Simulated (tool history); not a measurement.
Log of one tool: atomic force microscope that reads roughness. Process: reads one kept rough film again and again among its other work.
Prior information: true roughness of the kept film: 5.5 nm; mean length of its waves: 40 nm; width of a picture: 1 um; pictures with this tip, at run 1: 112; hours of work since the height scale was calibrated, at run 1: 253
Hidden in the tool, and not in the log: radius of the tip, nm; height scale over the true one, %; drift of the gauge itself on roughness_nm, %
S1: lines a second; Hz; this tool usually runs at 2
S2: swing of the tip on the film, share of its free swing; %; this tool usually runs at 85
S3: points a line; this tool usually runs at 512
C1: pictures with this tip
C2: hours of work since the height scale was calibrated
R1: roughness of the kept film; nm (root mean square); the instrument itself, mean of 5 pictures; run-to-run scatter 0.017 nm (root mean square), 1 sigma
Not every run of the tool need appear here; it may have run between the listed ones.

| run | day | S1 | S2 | S3 | C1 | C2 | R1 |
|---|---|---|---|---|---|---|---|
| 1 | 0 | 2 | 85 | 512 | 112 | 253 | 3.914 |
| 2 | 1.175 | 2 | 85 | 908 | 146 | 273 | 3.867 |
| 3 | 3.217 | 2 | 85 | 512 | 206 | 308 | 3.737 |
| 4 | 5.058 | 2 | 85 | 512 | 259 | 339 | 3.619 |
| 5 | 6.033 | 2 | 85 | 512 | 287 | 356 | 3.542 |
|  | 6.858 | new tip fitted |
| 6 | 7.85 | 2 | 85 | 512 | 28 | 386 | 4.141 |
| 7 | 9.117 | 2 | 85 | 512 | 65 | 408 | 4.031 |
| 8 | 10.183 | 2 | 85 | 512 | 96 | 426 | 4.009 |
| 9 | 12.562 | 2 | 85 | 512 | 165 | 466 | 3.821 |
| 10 | 14.142 | 2 | 85 | 512 | 211 | 493 | 3.708 |
| 11 | 16.196 | 0.88 | 85 | 512 | 270 | 528 | 4.035 |
|  | 17.588 | new tip fitted |
| 12 | 17.971 | 0.88 | 85 | 512 | 11 | 558 | 4.677 |
| 13 | 19.883 | 0.88 | 85 | 512 | 66 | 591 | 4.525 |
| 14 | 22.067 | 0.88 | 85 | 512 | 130 | 628 | 4.352 |
| 15 | 23.879 | 0.88 | 85 | 512 | 182 | 658 | 4.217 |
| 16 | 26.233 | 0.88 | 85 | 512 | 250 | 698 | 4.052 |
|  | 28.304 | new tip fitted |
| 17 | 28.538 | 0.88 | 85 | 766 | 7 | 737 | 4.741 |
| 18 | 30.779 | 2 | 85 | 811 | 71 | 775 | 4.07 |
| 19 | 32.567 | 0.82 | 60 | 448 | 123 | 806 | 4.772 |
| 20 | 34.858 | 1.43 | 68 | 363 | 190 | 845 | 4.372 |
| 21 | 36.771 | 1.09 | 65 | 363 | 245 | 877 | 4.368 |
| 22 | 38.042 | 2.23 | 85 | 817 | 282 | 899 | 3.541 |
|  | 38.958 | new tip fitted |
| 23 | 39.8 | 2 | 85 | 747 | 24 | 928 | 4.225 |
| 24 | 42.033 | 2 | 85 | 747 | 89 | 966 | 4.048 |
| 25 | 43.758 | 2.69 | 78 | 512 | 139 | 996 | 3.967 |
| 26 | 44.908 | 0.58 | 68 | 512 | 172 | 1015 | 4.62 |
| 27 | 46.504 | 0.58 | 68 | 512 | 219 | 1042 | 4.525 |
|  | 47.421 | height scale calibrated on a step standard |
| 28 | 48.625 | 0.56 | 84 | 323 | 279 | 20 | 4.11 |
|  | 49.733 | new tip fitted |
| 29 | 50.038 | 0.58 | 62 | 301 | 9 | 44 | 5.002 |

Take each entry between the runs: how does the hidden state at the last listed run before it differ from the hidden state at the first listed run after it?
From run 5 to run 6: new tip fitted (day 6.858)
  radius of the tip, nm: 19.5 -> 6.5; height scale over the true one, %: 0.99 -> 1.08
  what was measured, less what the result would be without the hidden state, R1: -0.61 -> -0.036 nm (root mean square)
From run 11 to run 12: new tip fitted (day 17.588)
  radius of the tip, nm: 18.5 -> 6.2; height scale over the true one, %: 1.44 -> 1.51
  what was measured, less what the result would be without the hidden state, R1: -0.624 -> -0.001 nm (root mean square)
From run 16 to run 17: new tip fitted (day 28.304)
  radius of the tip, nm: 18.4 -> 5.5; height scale over the true one, %: 1.85 -> 1.94
  what was measured, less what the result would be without the hidden state, R1: -0.603 -> +0.059 nm (root mean square)
From run 22 to run 23: new tip fitted (day 38.958)
  radius of the tip, nm: 19 -> 6.2; height scale over the true one, %: 2.35 -> 2.42
  what was measured, less what the result would be without the hidden state, R1: -0.534 -> +0.039 nm (root mean square)
From run 27 to run 28: height scale calibrated on a step standard (day 47.421)
  radius of the tip, nm: 15.7 -> 18.6; height scale over the true one, %: 2.7 -> 0.06
  what was measured, less what the result would be without the hidden state, R1: -0.483 -> -0.709 nm (root mean square)
From run 28 to run 29: new tip fitted (day 49.733)
  radius of the tip, nm: 18.6 -> 5.5; height scale over the true one, %: 0.06 -> 0.12
  what was measured, less what the result would be without the hidden state, R1: -0.709 -> -0.026 nm (root mean square)
